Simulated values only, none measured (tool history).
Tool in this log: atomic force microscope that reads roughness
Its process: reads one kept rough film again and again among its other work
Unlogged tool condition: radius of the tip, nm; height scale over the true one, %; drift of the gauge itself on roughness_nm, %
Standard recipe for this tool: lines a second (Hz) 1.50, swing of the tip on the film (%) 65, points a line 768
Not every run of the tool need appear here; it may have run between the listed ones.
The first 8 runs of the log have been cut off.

run,hour,lines a second (Hz),swing of the tip on the film (%),points a line,pictures with this tip,hours of work since the height scale was calibrated,roughness of the kept film (nm (root mean square))
9,133.1,1.50,65,768,63,245,3.505
10,149.0,1.74,65,768,83,254,3.339
11,161.4,1.50,65,768,99,260,3.306
12,179.0,3.20,65,768,121,270,2.977
13,190.3,1.50,65,768,134,276,3.069
14,204.4,1.50,65,768,152,284,2.980
15,223.5,1.50,65,768,176,294,2.858
16,235.9,1.50,65,768,191,301,2.773
17,251.0,1.50,65,768,210,309,2.681
18,266.9,3.90,73,620,230,317,2.247
# hour 269.6: height scale calibrated on a step standard
# hour 277.4: new tip fitted
19,290.0,3.90,73,620,15,11,3.356

What does the tool deliver on the next run?
20,306.0,1.05,65,425,35,19,?

roughness of the kept film (nm (root mean square)): 3.712
Minus the tool's unlogged condition, the same run would have read roughness of the kept film (nm (root mean square)) 4.100.
